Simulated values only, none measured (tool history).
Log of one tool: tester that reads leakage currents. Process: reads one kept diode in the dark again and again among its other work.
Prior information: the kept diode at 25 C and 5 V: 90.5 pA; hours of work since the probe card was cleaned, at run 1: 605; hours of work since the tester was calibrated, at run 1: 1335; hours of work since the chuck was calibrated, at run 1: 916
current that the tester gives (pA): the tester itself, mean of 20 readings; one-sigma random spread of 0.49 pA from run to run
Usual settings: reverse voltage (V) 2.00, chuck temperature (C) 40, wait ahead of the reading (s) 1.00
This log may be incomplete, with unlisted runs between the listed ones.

run	hour	reverse voltage (V)	chuck temperature (C)	wait ahead of the reading (s)	hours of work since the probe card was cleaned	hours of work since the tester was calibrated	hours of work since the chuck was calibrated	current that the tester gives (pA)
1	0.0	2.00	40	1.00	605	1335	916	174.80
2	63.0	2.00	44	1.00	643	1373	955	227.11
3	189.1	2.00	27	1.00	719	1449	1031	74.02
4	334.2	4.16	40	1.00	807	1537	1119	262.07
5	474.0	4.16	40	1.00	892	1622	1204	264.21
6	552.5	2.00	40	1.00	940	1670	1252	182.32
# hour 612.6: chuck's temperature calibrated
7	626.5	2.00	40	1.00	983	1713	8	194.19
8	697.4	2.00	40	1.00	1026	1756	51	194.78
9	840.7	2.00	40	1.00	1113	1843	138	195.65
10	955.7	2.00	40	1.45	1183	1913	208	199.21
11	1031.7	2.00	40	1.45	1229	1959	254	198.97
# hour 1057.7: chuck's temperature calibrated, once more
12	1104.7	2.00	40	1.45	1272	2002	29	161.79
13	1228.1	2.00	40	1.00	1347	2077	103	164.00
14	1369.3	2.00	40	1.00	1433	2162	189	165.42
15	1514.0	2.00	40	1.00	1520	2250	277	166.44
16	1669.2	2.00	40	1.00	1614	2344	371	168.08
17	1749.5	2.00	40	5.59	1663	2393	419	167.65
18	1893.7	2.00	40	5.59	1751	2480	507	170.25
19	1991.1	2.00	40	5.59	1810	2539	566	170.60
20	2077.7	2.00	22	1.00	1862	2592	619	52.31
21	2167.0	6.45	59	4.15	1916	2646	673	1019.32
22	2308.7	2.00	40	1.00	2002	2732	759	175.45
23	2455.8	2.00	40	1.00	2091	2821	848	179.22
24	2546.1	2.00	20	1.00	2146	2876	903	47.25
25	2636.5	17.99	44	2.93	2201	2931	957	740.22
26	2703.9	17.99	44	1.67	2242	2972	998	744.66
27	2803.7	17.99	44	1.67	2302	3032	1059	746.07
28	2893.3	2.00	27	1.00	2357	3086	1113	77.91
29	3041.5	3.23	40	0.53	2447	3176	1203	238.83
# hour 3185.0: chuck's temperature calibrated
30	3195.7	3.23	40	0.53	2539	3269	6	211.04
31	3312.3	6.40	40	1.15	2610	3339	77	305.46
32	3393.7	1.00	29	1.61	2659	3389	127	55.25
33	3529.6	5.67	47	4.94	2741	3471	209	447.81
34	3648.5	13.81	40	3.12	2813	3543	281	473.84
# hour 3665.4: probe card cleaned and baked
35	3767.3	6.11	28	1.00	62	3613	351	130.73
36	3844.4	6.11	28	1.00	109	3660	398	130.80
37	3977.3	6.11	28	0.40	189	3741	479	135.76
38	4058.4	17.79	38	0.57	238	3790	528	463.45
39	4182.8	1.25	22	2.25	314	3865	603	37.95

How would selected steps in current that the tester gives (pA) from run to run divide? Give the signed amount a tool lacking its hidden state would still show from settings, what came in and random variation, and the signed amount left for the hidden state, including any gauge scatter that is not in both of the compared results.
Hidden state at play: stray current of the dirty probe card, pA a volt; current scale over the true one, %; true chuck temperature over the reading, C; drift of the gauge itself on leakage_pa, %.
Run 20 -> 21: reverse voltage (V) 2.00 -> 6.45, chuck temperature (C) 22 -> 59, wait ahead of the reading (s) 1.00 -> 4.15. current that the tester gives (pA) +967.01: hidden state +56.79, all else +910.22.
Run 21 -> 22: reverse voltage (V) 6.45 -> 2.00, chuck temperature (C) 59 -> 40, wait ahead of the reading (s) 4.15 -> 1.00. current that the tester gives (pA) -843.87: hidden state -47.89, all else -795.98.
Run 24 -> 25: reverse voltage (V) 2.00 -> 17.99, chuck temperature (C) 20 -> 44, wait ahead of the reading (s) 1.00 -> 2.93. current that the tester gives (pA) +692.97: hidden state +84.55, all else +608.42.
Run 27 -> 28: reverse voltage (V) 17.99 -> 2.00, chuck temperature (C) 44 -> 27, wait ahead of the reading (s) 1.67 -> 1.00. current that the tester gives (pA) -668.16: hidden state -88.05, all else -580.11.
